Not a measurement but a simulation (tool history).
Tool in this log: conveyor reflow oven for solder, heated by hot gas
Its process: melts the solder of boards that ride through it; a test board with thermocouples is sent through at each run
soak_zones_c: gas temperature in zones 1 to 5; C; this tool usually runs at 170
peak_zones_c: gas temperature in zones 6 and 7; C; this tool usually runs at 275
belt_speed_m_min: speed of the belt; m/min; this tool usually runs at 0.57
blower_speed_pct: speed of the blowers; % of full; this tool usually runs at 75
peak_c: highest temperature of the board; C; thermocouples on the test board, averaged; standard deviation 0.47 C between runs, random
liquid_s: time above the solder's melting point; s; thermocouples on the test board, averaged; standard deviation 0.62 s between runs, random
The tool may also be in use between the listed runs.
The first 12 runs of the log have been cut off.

run	hour	soak_zones_c	peak_zones_c	belt_speed_m_min	blower_speed_pct	hours of work since the flux was cleaned out	hours of work since the belt drive was overhauled	hours of work since the thermocouples were changed	peak_c	liquid_s
13	602.4	170	275	0.57	75	69	496	341	252	60.7
14	650.9	170	275	0.57	75	101	528	373	251.4	60
15	698.2	170	275	0.57	75	132	559	405	251.5	59.6
16	759.7	170	275	0.57	75	173	600	445	250.3	59
17	791.1	170	275	0.57	75	194	620	466	249.8	57.4
18	827.6	170	275	0.57	75	218	644	490	249.6	58.1
19	872	180	275	0.57	75	247	674	519	251.4	63.5
# hour 882.9: flux residue cleaned out of gas plates and filters
20	915.5	179	266	0.57	75	22	699	545	247.6	60.2
21	961.4	160	274	0.508	88	52	730	575	256.9	69.4
22	1014.2	170	275	0.568	78	87	764	610	252.5	59.7
23	1058	170	275	0.568	78	116	793	639	251.5	61.2
# hour 1112.4: thermocouples of zones 6 and 7 changed
24	1119.7	177	269	0.64	68	155	833	5	241.4	44.9
25	1160.4	170	275	0.611	54	182	860	32	240.4	41.1
26	1200.4	162	277	0.529	87	208	886	58	257.6	67.2
27	1259.2	169	274	0.57	75	247	925	97	249.3	57.1
# hour 1272.3: flux residue cleaned out of gas plates and filters
28	1311.5	173	274	0.474	82	26	956	128	260	83.4
29	1371	174	280	0.643	75	65	995	168	252.7	54.9
30	1433	170	275	0.586	89	106	1036	208	254.7	61

Below are 4 alternative next runs, each starting from the tool's condition after run 30. Predict each:
A	1481	170	271	0.586	58	138	1068	240	?	?
B	1481	171	278	0.57	67	138	1068	240	?	?
C	1481	170	267	0.57	75	138	1068	240	?	?
D	1481	179	285	0.652	75	138	1068	240	?	?

run	peak_c	liquid_s
A	240.5	45.2
B	250.4	60
C	245.2	54.2
D	256.9	58.4
Without the tool's unlogged condition, the same runs would have read:
run	peak_c	liquid_s
A	242.9	47.7
B	253	61.7
C	247.8	56.5
D	259.8	59.8

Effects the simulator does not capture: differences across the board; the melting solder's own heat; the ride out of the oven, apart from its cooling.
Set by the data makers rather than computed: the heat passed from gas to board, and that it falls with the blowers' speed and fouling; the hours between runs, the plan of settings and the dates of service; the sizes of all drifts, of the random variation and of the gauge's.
